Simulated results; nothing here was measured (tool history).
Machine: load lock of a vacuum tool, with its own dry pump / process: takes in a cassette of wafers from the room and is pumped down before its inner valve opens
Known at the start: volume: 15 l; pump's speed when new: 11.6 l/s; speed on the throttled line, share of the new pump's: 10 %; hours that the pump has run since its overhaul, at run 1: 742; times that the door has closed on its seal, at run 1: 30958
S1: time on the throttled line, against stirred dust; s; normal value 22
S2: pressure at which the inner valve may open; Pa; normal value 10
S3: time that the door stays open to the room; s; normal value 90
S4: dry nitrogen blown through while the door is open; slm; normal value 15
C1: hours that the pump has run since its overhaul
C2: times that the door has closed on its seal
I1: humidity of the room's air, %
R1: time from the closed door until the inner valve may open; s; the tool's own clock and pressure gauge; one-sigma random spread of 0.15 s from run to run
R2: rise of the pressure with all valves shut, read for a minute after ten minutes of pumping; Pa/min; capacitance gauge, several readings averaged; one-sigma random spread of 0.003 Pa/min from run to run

run	day	S1	S2	S3	S4	C1	C2	I1	R1	R2
1	0.000	22	10	90	15	742	30958	48.4	31.6	0.439
2	1.629	22	10	90	15	782	31117	47.0	31.5	0.440
3	4.571	22	10	90	15	852	31404	45.8	31.9	0.450
4	7.438	22	10	90	15	921	31684	42.7	31.7	0.454
# day 8.133: door's seal changed, seat wiped
5	11.329	22	10	105	15	1013	312	45.5	31.5	0.044
6	13.225	26	10	90	15	1058	497	44.8	35.3	0.046
7	16.725	22	10	90	26	1142	839	45.0	31.8	0.036
8	19.217	22	10	90	5	1202	1082	46.4	32.0	0.063
9	23.258	22	10	90	5	1299	1477	43.1	32.0	0.059
10	27.208	22	10	90	5	1394	1862	42.4	31.9	0.058
11	30.867	21	10	90	15	1482	2219	45.7	30.9	0.057
12	33.750	21	10	90	15	1551	2500	45.6	31.2	0.049
13	36.008	15	10	60	31	1605	2721	47.2	26.0	0.038
14	38.058	21	12	90	32	1654	2921	47.4	30.7	0.046
15	40.271	21	12	90	32	1707	3137	44.5	30.8	0.046
16	42.212	21	12	171	32	1754	3327	45.8	30.8	0.054
17	43.921	22	10	90	15	1795	3493	41.6	32.0	0.058
18	47.517	22	16	59	15	1881	3844	44.8	31.2	0.052
19	50.208	26	18	158	15	1946	4107	46.1	34.8	0.075

For each run, the measured value with the value that run would have given without the tool's hidden condition subtracted. The run-to-run variation is shared by both, the gauge scatter possibly not:
The hidden state here: pump's speed, % of a new pump's; leak at the door's seal, Pa l/s; drift of the gauge itself on ready_s, %; drift of the gauge itself on rise_pa_min, %.
run	R2
1	+0.401
2	+0.407
3	+0.419
4	+0.415
5	+0.004
6	+0.005
7	+0.006
8	+0.007
9	+0.009
10	+0.011
11	+0.013
12	+0.015
13	+0.016
14	+0.017
15	+0.018
16	+0.019
17	+0.020
18	+0.022
19	+0.025
R1: within 0.2 s of the measured result in every run.

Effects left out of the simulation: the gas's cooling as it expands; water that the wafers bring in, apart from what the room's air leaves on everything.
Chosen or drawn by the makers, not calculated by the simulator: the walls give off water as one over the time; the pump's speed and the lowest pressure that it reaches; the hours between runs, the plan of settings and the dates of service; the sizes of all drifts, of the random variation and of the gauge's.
